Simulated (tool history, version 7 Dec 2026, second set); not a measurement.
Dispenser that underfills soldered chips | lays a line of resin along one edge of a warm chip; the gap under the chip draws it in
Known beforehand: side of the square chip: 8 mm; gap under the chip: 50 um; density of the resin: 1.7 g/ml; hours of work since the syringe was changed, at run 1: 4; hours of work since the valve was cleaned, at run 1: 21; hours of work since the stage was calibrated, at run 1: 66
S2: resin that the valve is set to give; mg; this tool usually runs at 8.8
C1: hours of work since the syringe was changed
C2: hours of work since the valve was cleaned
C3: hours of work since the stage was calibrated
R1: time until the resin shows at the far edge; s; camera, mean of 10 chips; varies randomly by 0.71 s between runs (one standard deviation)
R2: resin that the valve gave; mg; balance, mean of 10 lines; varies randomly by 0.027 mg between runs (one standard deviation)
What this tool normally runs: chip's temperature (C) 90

run 1 day=0 | chip's_temperature_(C)=90 S2=8.8 | C1=4 C2=21 C3=66 | R1=92.5 R2=8.71
-- day=0.183 new syringe of resin
run 2 day=0.196 | chip's_temperature_(C)=90 S2=8.8 | C1=0 C2=25 C3=69 | R1=67.5 R2=8.78
run 3 day=0.296 | chip's_temperature_(C)=90 S2=8.8 | C1=2 C2=26 C3=71 | R1=77.9 R2=8.73
run 4 day=0.525 | chip's_temperature_(C)=90 S2=8.8 | C1=6 C2=31 C3=76 | R1=110.1 R2=8.74
-- day=0.6 new syringe of resin
run 5 day=0.692 | chip's_temperature_(C)=90 S2=8.8 | C1=2 C2=34 C3=78 | R1=74.8 R2=8.66
run 6 day=0.846 | chip's_temperature_(C)=90 S2=8.8 | C1=5 C2=37 C3=81 | R1=94 R2=8.7
run 7 day=0.971 | chip's_temperature_(C)=88 S2=8.8 | C1=7 C2=39 C3=84 | R1=126.5 R2=8.71
-- day=1.021 new syringe of resin
run 8 day=1.175 | chip's_temperature_(C)=88 S2=8.8 | C1=3 C2=43 C3=87 | R1=93.3 R2=8.64
run 9 day=1.267 | chip's_temperature_(C)=88 S2=8.8 | C1=5 C2=44 C3=89 | R1=104.6 R2=8.63
run 10 day=1.358 | chip's_temperature_(C)=88 S2=8.8 | C1=6 C2=46 C3=91 | R1=122.5 R2=8.67
-- day=1.433 new syringe of resin
run 11 day=1.562 | chip's_temperature_(C)=88 S2=8.8 | C1=2 C2=50 C3=94 | R1=87.8 R2=8.61
run 12 day=1.767 | chip's_temperature_(C)=88 S2=8.8 | C1=6 C2=54 C3=98 | R1=120.8 R2=8.56
-- day=1.842 new syringe of resin
run 13 day=1.95 | chip's_temperature_(C)=88 S2=8.8 | C1=2 C2=57 C3=102 | R1=85.2 R2=8.65
-- day=2.088 dispensing valve cleaned and set on the balance
run 14 day=2.1 | chip's_temperature_(C)=97 S2=8.8 | C1=4 C2=0 C3=104 | R1=67.4 R2=8.79
run 15 day=2.208 | chip's_temperature_(C)=92 S2=8.8 | C1=6 C2=2 C3=106 | R1=100.1 R2=8.75
-- day=2.304 new syringe of resin
run 16 day=2.342 | chip's_temperature_(C)=96 S2=8.8 | C1=1 C2=5 C3=108 | R1=53.9 R2=8.77
run 17 day=2.542 | chip's_temperature_(C)=90 S2=8.8 | C1=5 C2=8 C3=112 | R1=93.8 R2=8.76
run 18 day=2.667 | chip's_temperature_(C)=90 S2=8.8 | C1=7 C2=11 C3=114 | R1=113 R2=8.77
-- day=2.708 new syringe of resin
run 19 day=2.892 | chip's_temperature_(C)=83 S2=7.68 | C1=3 C2=15 C3=118 | R1=121.2 R2=7.6
run 20 day=3.054 | chip's_temperature_(C)=83 S2=7.68 | C1=7 C2=18 C3=121 | R1=156.2 R2=7.64
-- day=3.121 new syringe of resin
run 21 day=3.2 | chip's_temperature_(C)=97 S2=10.2 | C1=2 C2=20 C3=124 | R1=55.2 R2=10.09
run 22 day=3.317 | chip's_temperature_(C)=87 S2=10.45 | C1=4 C2=23 C3=126 | R1=101.2 R2=10.36
run 23 day=3.512 | chip's_temperature_(C)=91 S2=9.53 | C1=7 C2=26 C3=130 | R1=113.5 R2=9.45
-- day=3.542 new syringe of resin
run 24 day=3.679 | chip's_temperature_(C)=91 S2=9.53 | C1=3 C2=29 C3=132 | R1=77.3 R2=9.39
run 25 day=3.792 | chip's_temperature_(C)=85 S2=10.36 | C1=5 C2=31 C3=135 | R1=121.6 R2=10.22
-- day=3.954 new syringe of resin
run 26 day=4.025 | chip's_temperature_(C)=85 S2=11.3 | C1=1 C2=35 C3=139 | R1=92.5 R2=11.14
run 27 day=4.142 | chip's_temperature_(C)=92 S2=8.71 | C1=4 C2=38 C3=141 | R1=81.2 R2=8.54
run 28 day=4.262 | chip's_temperature_(C)=85 S2=9.38 | C1=6 C2=40 C3=143 | R1=132.6 R2=9.21
-- day=4.367 new syringe of resin
run 29 day=4.371 | chip's_temperature_(C)=85 S2=9.38 | C1=0 C2=42 C3=145 | R1=82 R2=9.2
run 30 day=4.567 | chip's_temperature_(C)=84 S2=10.46 | C1=4 C2=45 C3=149 | R1=116.3 R2=10.22
run 31 day=4.746 | chip's_temperature_(C)=84 S2=10.46 | C1=7 C2=49 C3=152 | R1=152.8 R2=10.21
-- day=4.771 new syringe of resin
run 32 day=4.858 | chip's_temperature_(C)=95 S2=7.66 | C1=2 C2=51 C3=154 | R1=62 R2=7.45
run 33 day=5.079 | chip's_temperature_(C)=95 S2=7.66 | C1=6 C2=55 C3=158 | R1=86.2 R2=7.5
-- day=5.183 new syringe of resin
run 34 day=5.271 | chip's_temperature_(C)=93 S2=8.11 | C1=2 C2=58 C3=162 | R1=68.3 R2=7.9
-- day=5.329 dispensing valve cleaned and set on the balance
run 35 day=5.433 | chip's_temperature_(C)=79 S2=7.5 | C1=4 C2=2 C3=164 | R1=155.1 R2=7.58

What if the next run were any one of these 5? Each begins from the tool's condition after run 35:
run A day=5.567 | chip's_temperature_(C)=79 S2=9.31 | C1=6 C2=4 C3=166 | R1=? R2=?
run B day=5.567 | chip's_temperature_(C)=90 S2=9.91 | C1=6 C2=4 C3=166 | R1=? R2=?
run C day=5.567 | chip's_temperature_(C)=95 S2=8.8 | C1=6 C2=4 C3=166 | R1=? R2=?
run D day=5.567 | chip's_temperature_(C)=81 S2=9.51 | C1=6 C2=4 C3=166 | R1=? R2=?
run E day=5.567 | chip's_temperature_(C)=99 S2=11.28 | C1=6 C2=4 C3=166 | R1=? R2=?

run=A R1=187.6 R2=9.35
run=B R1=110.6 R2=9.92
run=C R1=91.1 R2=8.8
run=D R1=168.9 R2=9.51
run=E R1=74.3 R2=11.32
Without the tool's unlogged condition, the same runs would have read:
run=A R1=106 R2=9.32
run=B R1=62.6 R2=9.9
run=C R1=51.6 R2=8.78
run=D R1=95.5 R2=9.48
run=E R1=41.9 R2=11.29

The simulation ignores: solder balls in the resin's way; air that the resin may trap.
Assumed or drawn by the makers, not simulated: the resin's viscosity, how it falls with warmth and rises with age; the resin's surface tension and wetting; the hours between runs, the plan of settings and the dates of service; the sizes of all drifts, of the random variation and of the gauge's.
